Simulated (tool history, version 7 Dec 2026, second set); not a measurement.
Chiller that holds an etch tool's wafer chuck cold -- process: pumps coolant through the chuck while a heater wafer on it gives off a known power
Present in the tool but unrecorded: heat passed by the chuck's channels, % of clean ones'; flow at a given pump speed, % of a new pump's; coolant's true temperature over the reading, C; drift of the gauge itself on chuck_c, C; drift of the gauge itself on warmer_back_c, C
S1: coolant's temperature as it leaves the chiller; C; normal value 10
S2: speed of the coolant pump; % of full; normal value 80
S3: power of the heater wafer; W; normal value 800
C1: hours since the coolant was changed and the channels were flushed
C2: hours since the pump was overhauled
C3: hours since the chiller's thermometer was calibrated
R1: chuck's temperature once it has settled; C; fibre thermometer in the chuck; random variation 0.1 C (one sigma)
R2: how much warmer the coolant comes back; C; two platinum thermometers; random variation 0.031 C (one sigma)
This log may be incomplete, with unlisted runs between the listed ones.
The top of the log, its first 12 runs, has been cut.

run	day	S1	S2	S3	C1	C2	C3	R1	R2
13	36.121	10	80	724	7113	3811	1847	18.2	2.64
14	38.612	10	80	800	7173	3871	1907	19.3	2.95
15	42.033	10	80	800	7255	3953	1989	19.4	2.94
16	44.604	10	65	800	7317	4015	2051	20.4	3.64
17	47.346	10	81	800	7383	4080	2117	19.3	2.92
18	50.225	6	80	528	7452	4149	2186	12.1	1.92
19	53.683	6	80	528	7535	4232	2269	12.2	1.9
20	55.379	6	85	528	7576	4273	2309	11.9	1.85
21	58.817	20	72	870	7658	4356	2392	30.7	3.52
22	62.625	10	70	748	7750	4447	2483	19.5	3.12
23	65.192	10	70	748	7811	4509	2545	19.4	3.2
24	67.079	10	80	873	7857	4554	2590	20.1	3.18
25	70.925	10	80	873	7949	4646	2682	20.1	3.21
26	74.067	16	72	560	8024	4722	2758	22.8	2.29
27	78.004	4	72	560	8119	4816	2852	10.8	2.31
28	80.75	10	76	729	8185	4882	2918	18.9	2.8
29	84.404	8	80	720	8272	4970	3006	16.4	2.63
30	87.512	13	70	741	8347	5044	3080	22.3	3.19
31	91.021	1	93	961	8431	5129	3165	11.4	3
32	92.879	19	62	692	8476	5173	3209	28.2	3.36

Below are 4 alternative next runs, each starting from the tool's condition after run 32. Predict each:
A	96.462	19	91	590	8562	5259	3295	?	?
B	96.462	1	62	860	8562	5259	3295	?	?
C	96.462	19	67	692	8562	5259	3295	?	?
D	96.462	1	69	800	8562	5259	3295	?	?

run	R1	R2
A	25.3	1.91
B	12.5	4.09
C	28	3.04
D	11.2	3.38
Without the tool's unlogged condition, the same runs would have read:
run	R1	R2
A	25.3	1.91
B	12.4	4.08
C	28	3.03
D	11.2	3.38

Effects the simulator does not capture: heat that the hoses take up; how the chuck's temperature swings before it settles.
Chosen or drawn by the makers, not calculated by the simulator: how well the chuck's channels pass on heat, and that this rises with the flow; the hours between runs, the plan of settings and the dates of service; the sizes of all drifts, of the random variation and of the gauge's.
